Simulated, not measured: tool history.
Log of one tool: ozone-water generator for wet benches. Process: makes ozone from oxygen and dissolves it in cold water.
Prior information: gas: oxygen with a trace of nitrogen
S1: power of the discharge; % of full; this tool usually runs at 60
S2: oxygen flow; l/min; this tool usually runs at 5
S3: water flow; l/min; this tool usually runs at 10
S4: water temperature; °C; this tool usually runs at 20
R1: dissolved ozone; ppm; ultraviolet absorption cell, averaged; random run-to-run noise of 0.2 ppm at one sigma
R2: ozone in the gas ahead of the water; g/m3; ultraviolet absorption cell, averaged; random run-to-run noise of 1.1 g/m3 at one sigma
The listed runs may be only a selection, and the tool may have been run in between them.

run    hour  S1    S2  S3  S4    R1     R2
  1       0  60     5  10  20    29  205.1
  2   209.9  60     5   9  20  31.3  205.7
      284.2  -- water thermometer calibrated
  3   309.9  60     5   9  20  31.4  204.6
  4   484.9  60     5   9  20  31.4  206.5
  5   667.4  60     5   9  20  31.1  205.4
  6   772.6  60     5  10  14  33.6  203.7
  7   968.4  76     5  10  20  34.7  240.1
  8  1084.5  76     5  10  24  31.9  238.9
  9  1185.7  60     5  10  20  29.8  204.3
 10    1325  60     5  10  13  33.4  205.1
 11  1527.6  60     5  10  13  33.4  205.7
 12  1664.3  60     5  13  20  25.3    205
 13  1805.7  60     5  13  20  24.9  206.5
 14  1988.9  60     5  10  20  29.3  206.4
 15  2141.5  60     5  10  20  29.4  205.5
     2212.2  -- contactor cleaned
 16  2356.7  60     5  10  20  29.3  205.6
 17    2549  60     5  10  26  25.9  204.1
 18  2671.7  76     5  10  19  35.4  240.4
 19  2769.9  60     5  10  12  34.2  205.7
 20  2936.1  49  3.53   8  17  31.8  210.6
 21  3136.8  80  4.01   8  15  46.1  275.9
 22    3331  84  4.01   8  22  40.7  282.7
 23  3479.7  60     5  15  21  21.9  204.3
 24  3605.9  73     5  10  17  35.2  232.1
 25  3772.2  91  6.02   7  17  48.4    245
 26  3909.2  91  6.02   7  17  48.4  246.7
 27  4023.7  72  6.02   7  17  42.4  211.4
 28  4136.5  72  6.02   9  17  36.6    211
 29  4330.8  90  4.26   9  24  38.2  289.9
 30  4506.2  90  4.26   9  24  38.4  290.2
 31  4650.2  90  4.26   9  24  38.1  289.6
 32  4741.5  90  4.26   9  24  38.2  288.8

Forecast each of these 4 alternatives for the next run:
  A  4944.7  60  3.37  10  27   ?   ?
  B  4944.7  65     5  10  24   ?   ?
  C  4944.7  60     5  10  14   ?   ?
  D  4944.7  93   8.4  11  20   ?   ?

run    R1     R2
  A  26.1  246.6
  B  28.7  215.1
  C  33.2  205.8
  D  34.8  214.6
With no hidden state in the tool, these same runs would have given:
run    R1     R2
  A  26.1    247
  B  28.8  215.4
  C  33.3  206.1
  D  34.8  215.1
